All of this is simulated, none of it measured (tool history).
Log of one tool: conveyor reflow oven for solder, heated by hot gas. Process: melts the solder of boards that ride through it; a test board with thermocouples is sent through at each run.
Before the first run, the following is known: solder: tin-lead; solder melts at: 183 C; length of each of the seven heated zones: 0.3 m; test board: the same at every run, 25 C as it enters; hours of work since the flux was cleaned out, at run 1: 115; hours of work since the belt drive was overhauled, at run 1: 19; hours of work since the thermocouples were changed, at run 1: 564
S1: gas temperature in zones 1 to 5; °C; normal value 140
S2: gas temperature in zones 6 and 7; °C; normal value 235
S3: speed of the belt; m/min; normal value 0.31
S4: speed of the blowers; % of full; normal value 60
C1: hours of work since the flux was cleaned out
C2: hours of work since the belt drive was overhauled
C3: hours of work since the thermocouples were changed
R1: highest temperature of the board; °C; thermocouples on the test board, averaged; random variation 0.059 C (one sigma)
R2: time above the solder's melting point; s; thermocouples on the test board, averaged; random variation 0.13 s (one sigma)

run	day	S1	S2	S3	S4	C1	C2	C3	R1	R2
1	0	140	235	0.31	60	115	19	564	218.77	90.2
2	1.883	140	235	0.31	60	150	54	599	218.95	90.1
3	2.938	140	235	0.267	60	169	73	618	223.26	111.2
4	4.25	140	235	0.31	60	194	98	643	218.87	90.3
5	6.254	140	235	0.31	60	231	135	680	218.93	90.2
6	7.329	138	235	0.31	60	251	155	700	218.65	88.8
7	9.296	149	235	0.31	60	287	191	737	220.46	97.2
8	10.717	140	235	0.31	60	314	218	763	218.88	90.1
# day 11.196: flux residue cleaned out of gas plates and filters
9	12.454	140	235	0.31	60	23	246	791	218.96	90.3
# day 13.858: thermocouples of zones 6 and 7 changed
10	13.946	140	235	0.31	60	50	272	2	218.87	90
11	14.879	140	235	0.31	60	67	290	19	218.82	90.4
12	15.817	140	235	0.31	60	84	307	36	218.81	90.2
13	16.896	140	244	0.31	60	104	327	56	226.92	98.1
14	18.712	140	244	0.31	60	138	361	90	226.73	98.1
15	20.683	140	244	0.31	60	175	397	127	226.76	98.3
16	21.746	140	244	0.31	60	194	417	147	226.84	98.3
17	23.638	140	235	0.297	60	230	452	182	220.1	95.9
18	24.546	154	232	0.31	60	246	469	198	218.69	99.1
19	25.496	154	245	0.279	87	264	487	216	237.55	126.3
20	26.942	151	235	0.273	60	291	514	243	224.03	116.8
21	28.033	135	242	0.342	57	311	534	263	219.57	78.9
# day 28.667: flux residue cleaned out of gas plates and filters
22	30.062	126	231	0.26	60	26	568	297	218.27	100.9
23	31.388	126	231	0.263	62	51	592	322	218.65	100.2
24	33.388	140	226	0.31	53	88	630	359	208.92	76.5
25	35.008	132	240	0.304	78	118	660	389	227.12	97.1
26	35.962	132	240	0.304	78	136	677	407	227.23	97.4
27	37.154	132	240	0.304	78	158	699	429	227.17	97.4
28	38.175	128	230	0.37	83	177	718	448	212.58	63.8
29	39.396	140	249	0.365	60	199	741	470	225	81
30	41.067	147	235	0.31	59	230	772	501	219.91	95.3
31	42.788	147	235	0.31	59	262	804	533	219.8	95.2

For each entry between runs, how does the tool's hidden state at the last listed run before it compare with that at the first listed run after it?
Runs 8 to 9: flux residue cleaned out of gas plates and filters (day 11.196)
  heat that the gas passes to the board, % of a clean oven's: 99.6 -> 100
  difference, measured minus the result without the unlogged condition, R1: +0 -> +0.06 °C
Runs 9 to 10: thermocouples of zones 6 and 7 changed (day 13.858)
  heat that the gas passes to the board, % of a clean oven's: 100 -> 99.9; true gas temperature in zones 6 and 7 over the reading, C: 0.07 -> 0
  difference, measured minus the result without the unlogged condition, R1: +0.06 -> -0.01 °C
Runs 21 to 22: flux residue cleaned out of gas plates and filters (day 28.667)
  heat that the gas passes to the board, % of a clean oven's: 99.7 -> 100
  difference, measured minus the result without the unlogged condition, R1: -0.05 -> +0.02 °C
